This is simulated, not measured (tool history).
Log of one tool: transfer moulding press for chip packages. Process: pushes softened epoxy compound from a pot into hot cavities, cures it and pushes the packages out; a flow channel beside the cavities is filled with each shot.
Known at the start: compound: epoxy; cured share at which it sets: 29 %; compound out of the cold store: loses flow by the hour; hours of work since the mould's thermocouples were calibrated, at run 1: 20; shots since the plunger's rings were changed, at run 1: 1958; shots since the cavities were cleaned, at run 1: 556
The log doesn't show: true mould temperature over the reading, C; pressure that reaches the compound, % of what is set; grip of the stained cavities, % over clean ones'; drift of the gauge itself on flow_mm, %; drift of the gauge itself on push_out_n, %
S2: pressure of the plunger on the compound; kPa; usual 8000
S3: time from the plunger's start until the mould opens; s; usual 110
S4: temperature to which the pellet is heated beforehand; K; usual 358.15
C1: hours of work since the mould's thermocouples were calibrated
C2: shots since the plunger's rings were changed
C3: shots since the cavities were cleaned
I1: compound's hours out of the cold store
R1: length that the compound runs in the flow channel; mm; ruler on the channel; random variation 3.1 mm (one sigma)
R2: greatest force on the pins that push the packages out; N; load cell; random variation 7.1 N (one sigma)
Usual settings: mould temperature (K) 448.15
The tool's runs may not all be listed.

{"run": 1, "hour": 0.0, "mould temperature (K)": 448.15, "S2": 8000, "S3": 110, "S4": 358.15, "C1": 20, "C2": 1958, "C3": 556, "I1": 32.1, "R1": 911, "R2": 556}
{"run": 2, "hour": 11.4, "mould temperature (K)": 448.15, "S2": 7610, "S3": 110, "S4": 358.15, "C1": 28, "C2": 2088, "C3": 686, "I1": 25.5, "R1": 919, "R2": 589}
{"run": 3, "hour": 22.5, "mould temperature (K)": 448.15, "S2": 7610, "S3": 110, "S4": 358.15, "C1": 36, "C2": 2215, "C3": 813, "I1": 15.9, "R1": 970, "R2": 615}
{"run": 4, "hour": 35.3, "mould temperature (K)": 448.15, "S2": 7610, "S3": 110, "S4": 358.15, "C1": 46, "C2": 2361, "C3": 959, "I1": 33.3, "R1": 871, "R2": 622}
{"run": 5, "hour": 42.0, "mould temperature (K)": 448.15, "S2": 7610, "S3": 110, "S4": 358.15, "C1": 50, "C2": 2436, "C3": 1034, "I1": 29.6, "R1": 889, "R2": 652}
{"run": 6, "hour": 53.0, "mould temperature (K)": 448.15, "S2": 8000, "S3": 135, "S4": 358.15, "C1": 58, "C2": 2563, "C3": 1161, "I1": 28.1, "R1": 915, "R2": 587}
{"hour": 55.3, "done": "cavities cleaned with cleaning compound and waxed"}
{"run": 7, "hour": 68.7, "mould temperature (K)": 448.15, "S2": 8000, "S3": 135, "S4": 358.15, "C1": 68, "C2": 2725, "C3": 154, "I1": 10.6, "R1": 1023, "R2": 763}
{"run": 8, "hour": 80.6, "mould temperature (K)": 448.15, "S2": 8000, "S3": 135, "S4": 358.15, "C1": 77, "C2": 2860, "C3": 289, "I1": 16, "R1": 985, "R2": 716}
{"hour": 83.4, "done": "cavities cleaned with cleaning compound and waxed, once more"}
{"run": 9, "hour": 95.3, "mould temperature (K)": 448.15, "S2": 8000, "S3": 135, "S4": 358.15, "C1": 86, "C2": 3011, "C3": 136, "I1": 20, "R1": 964, "R2": 384}
{"run": 10, "hour": 106.8, "mould temperature (K)": 448.15, "S2": 8000, "S3": 135, "S4": 358.15, "C1": 95, "C2": 3142, "C3": 267, "I1": 8.9, "R1": 1032, "R2": 451}
{"run": 11, "hour": 119.8, "mould temperature (K)": 448.15, "S2": 8000, "S3": 135, "S4": 358.15, "C1": 104, "C2": 3290, "C3": 415, "I1": 34.7, "R1": 882, "R2": 512}
{"hour": 125.7, "done": "plunger's sealing rings changed"}
{"run": 12, "hour": 131.4, "mould temperature (K)": 448.15, "S2": 8000, "S3": 135, "S4": 358.15, "C1": 111, "C2": 65, "C3": 519, "I1": 13.4, "R1": 1037, "R2": 515}
{"run": 13, "hour": 144.0, "mould temperature (K)": 448.15, "S2": 8000, "S3": 135, "S4": 358.15, "C1": 120, "C2": 208, "C3": 662, "I1": 16.2, "R1": 1017, "R2": 568}
{"run": 14, "hour": 150.3, "mould temperature (K)": 448.15, "S2": 8000, "S3": 135, "S4": 358.15, "C1": 124, "C2": 280, "C3": 734, "I1": 44, "R1": 862, "R2": 586}
{"run": 15, "hour": 164.6, "mould temperature (K)": 448.15, "S2": 9340, "S3": 135, "S4": 358.15, "C1": 134, "C2": 444, "C3": 898, "I1": 39.1, "R1": 957, "R2": 582}
{"run": 16, "hour": 176.0, "mould temperature (K)": 448.15, "S2": 8210, "S3": 110, "S4": 363.15, "C1": 143, "C2": 574, "C3": 1028, "I1": 23.9, "R1": 984, "R2": 619}
{"hour": 190.1, "done": "cavities cleaned with cleaning compound and waxed"}
{"run": 17, "hour": 190.6, "mould temperature (K)": 448.15, "S2": 8000, "S3": 110, "S4": 355.15, "C1": 152, "C2": 723, "C3": 5, "I1": 29, "R1": 937, "R2": 302}
{"run": 18, "hour": 202.7, "mould temperature (K)": 451.15, "S2": 6620, "S3": 147, "S4": 354.15, "C1": 161, "C2": 861, "C3": 143, "I1": 28, "R1": 846, "R2": 384}
{"run": 19, "hour": 210.6, "mould temperature (K)": 451.15, "S2": 8650, "S3": 147, "S4": 354.15, "C1": 166, "C2": 951, "C3": 233, "I1": 25.6, "R1": 978, "R2": 432}
{"run": 20, "hour": 222.8, "mould temperature (K)": 443.15, "S2": 7970, "S3": 147, "S4": 354.15, "C1": 175, "C2": 1090, "C3": 372, "I1": 43.3, "R1": 874, "R2": 489}
{"run": 21, "hour": 235.0, "mould temperature (K)": 440.15, "S2": 8000, "S3": 110, "S4": 358.15, "C1": 184, "C2": 1229, "C3": 511, "I1": 30.6, "R1": 957, "R2": 719}
{"run": 22, "hour": 248.4, "mould temperature (K)": 440.15, "S2": 8000, "S3": 110, "S4": 358.15, "C1": 193, "C2": 1383, "C3": 665, "I1": 46.2, "R1": 869, "R2": 762}
{"run": 23, "hour": 262.6, "mould temperature (K)": 440.15, "S2": 9190, "S3": 110, "S4": 358.15, "C1": 204, "C2": 1544, "C3": 826, "I1": 9.7, "R1": 1161, "R2": 879}
{"run": 24, "hour": 269.5, "mould temperature (K)": 448.15, "S2": 6090, "S3": 110, "S4": 363.15, "C1": 209, "C2": 1623, "C3": 905, "I1": 39.1, "R1": 764, "R2": 613}
{"run": 25, "hour": 279.7, "mould temperature (K)": 448.15, "S2": 9180, "S3": 95, "S4": 364.15, "C1": 216, "C2": 1740, "C3": 1022, "I1": 28.7, "R1": 986, "R2": 688}
{"run": 26, "hour": 287.8, "mould temperature (K)": 448.15, "S2": 9180, "S3": 95, "S4": 364.15, "C1": 222, "C2": 1831, "C3": 1113, "I1": 41.4, "R1": 921, "R2": 680}

Run 27 comes next. What will it give?
{"hour": 294.4, "done": "cavities cleaned with cleaning compound and waxed"}
{"run": 27, "hour": 302.6, "mould temperature (K)": 442.15, "S2": 6790, "S3": 95, "S4": 364.15, "C1": 231, "C2": 1983, "C3": 93, "I1": 22.7, "R1": "?", "R2": "?"}

Run 27 gave R1 906 mm, R2 594 N.
Without the tool's hidden state the same run would have given R1 931 mm, R2 458 N.
